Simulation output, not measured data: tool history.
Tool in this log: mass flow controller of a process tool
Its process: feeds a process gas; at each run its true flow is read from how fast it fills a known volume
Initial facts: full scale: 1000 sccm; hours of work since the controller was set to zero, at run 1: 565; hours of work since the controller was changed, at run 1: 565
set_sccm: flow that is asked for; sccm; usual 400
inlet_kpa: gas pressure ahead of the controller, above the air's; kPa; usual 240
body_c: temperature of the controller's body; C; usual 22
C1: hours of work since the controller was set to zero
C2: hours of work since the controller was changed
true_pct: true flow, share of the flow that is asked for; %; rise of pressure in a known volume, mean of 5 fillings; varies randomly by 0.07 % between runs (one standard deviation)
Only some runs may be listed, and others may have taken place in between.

{"run": 1, "hour": 0.0, "set_sccm": 400, "inlet_kpa": 240, "body_c": 22, "C1": 565, "C2": 565, "true_pct": 98.74}
{"run": 2, "hour": 246.7, "set_sccm": 400, "inlet_kpa": 240, "body_c": 22, "C1": 646, "C2": 646, "true_pct": 98.85}
{"run": 3, "hour": 428.1, "set_sccm": 400, "inlet_kpa": 240, "body_c": 22, "C1": 705, "C2": 705, "true_pct": 98.91}
{"run": 4, "hour": 565.8, "set_sccm": 400, "inlet_kpa": 240, "body_c": 28, "C1": 750, "C2": 750, "true_pct": 99.24}
{"run": 5, "hour": 699.7, "set_sccm": 400, "inlet_kpa": 240, "body_c": 28, "C1": 793, "C2": 793, "true_pct": 99.14}
{"run": 6, "hour": 904.7, "set_sccm": 400, "inlet_kpa": 240, "body_c": 28, "C1": 860, "C2": 860, "true_pct": 99.34}
{"run": 7, "hour": 1068.4, "set_sccm": 400, "inlet_kpa": 240, "body_c": 28, "C1": 914, "C2": 914, "true_pct": 99.2}
{"run": 8, "hour": 1320.3, "set_sccm": 400, "inlet_kpa": 240, "body_c": 22, "C1": 996, "C2": 996, "true_pct": 99.1}
{"run": 9, "hour": 1537.9, "set_sccm": 400, "inlet_kpa": 240, "body_c": 22, "C1": 1066, "C2": 1066, "true_pct": 99.14}
{"run": 10, "hour": 1793.7, "set_sccm": 400, "inlet_kpa": 240, "body_c": 22, "C1": 1150, "C2": 1150, "true_pct": 99.35}
{"run": 11, "hour": 1936.3, "set_sccm": 400, "inlet_kpa": 240, "body_c": 22, "C1": 1196, "C2": 1196, "true_pct": 99.1}
{"run": 12, "hour": 2133.2, "set_sccm": 400, "inlet_kpa": 240, "body_c": 22, "C1": 1260, "C2": 1260, "true_pct": 99.24}
{"run": 13, "hour": 2340.5, "set_sccm": 400, "inlet_kpa": 240, "body_c": 22, "C1": 1328, "C2": 1328, "true_pct": 99.23}
{"run": 14, "hour": 2595.0, "set_sccm": 400, "inlet_kpa": 163, "body_c": 22, "C1": 1411, "C2": 1411, "true_pct": 99.65}
{"run": 15, "hour": 2832.2, "set_sccm": 400, "inlet_kpa": 163, "body_c": 22, "C1": 1488, "C2": 1488, "true_pct": 99.99}
{"run": 16, "hour": 3040.2, "set_sccm": 400, "inlet_kpa": 240, "body_c": 22, "C1": 1556, "C2": 1556, "true_pct": 99.38}
{"run": 17, "hour": 3288.4, "set_sccm": 400, "inlet_kpa": 240, "body_c": 22, "C1": 1637, "C2": 1637, "true_pct": 99.34}
{"run": 18, "hour": 3399.3, "set_sccm": 400, "inlet_kpa": 240, "body_c": 22, "C1": 1673, "C2": 1673, "true_pct": 99.39}
{"run": 19, "hour": 3530.4, "set_sccm": 400, "inlet_kpa": 240, "body_c": 22, "C1": 1716, "C2": 1716, "true_pct": 99.5}
{"run": 20, "hour": 3775.5, "set_sccm": 323, "inlet_kpa": 240, "body_c": 22, "C1": 1795, "C2": 1795, "true_pct": 99.53}
{"run": 21, "hour": 3921.4, "set_sccm": 868, "inlet_kpa": 240, "body_c": 22, "C1": 1843, "C2": 1843, "true_pct": 99.98}
{"run": 22, "hour": 4146.1, "set_sccm": 868, "inlet_kpa": 240, "body_c": 22, "C1": 1916, "C2": 1916, "true_pct": 100.1}
{"run": 23, "hour": 4350.5, "set_sccm": 868, "inlet_kpa": 240, "body_c": 22, "C1": 1983, "C2": 1983, "true_pct": 100.2}
{"run": 24, "hour": 4510.1, "set_sccm": 400, "inlet_kpa": 240, "body_c": 26, "C1": 2035, "C2": 2035, "true_pct": 99.79}

The next listed run, before its measurement:
{"run": 25, "hour": 4685.2, "set_sccm": 400, "inlet_kpa": 240, "body_c": 26, "C1": 2092, "C2": 2092, "true_pct": "?"}

Run 25 produced true_pct 99.90 %.
The same run, on a tool lacking any hidden state, would have yielded true_pct 98.61 %.
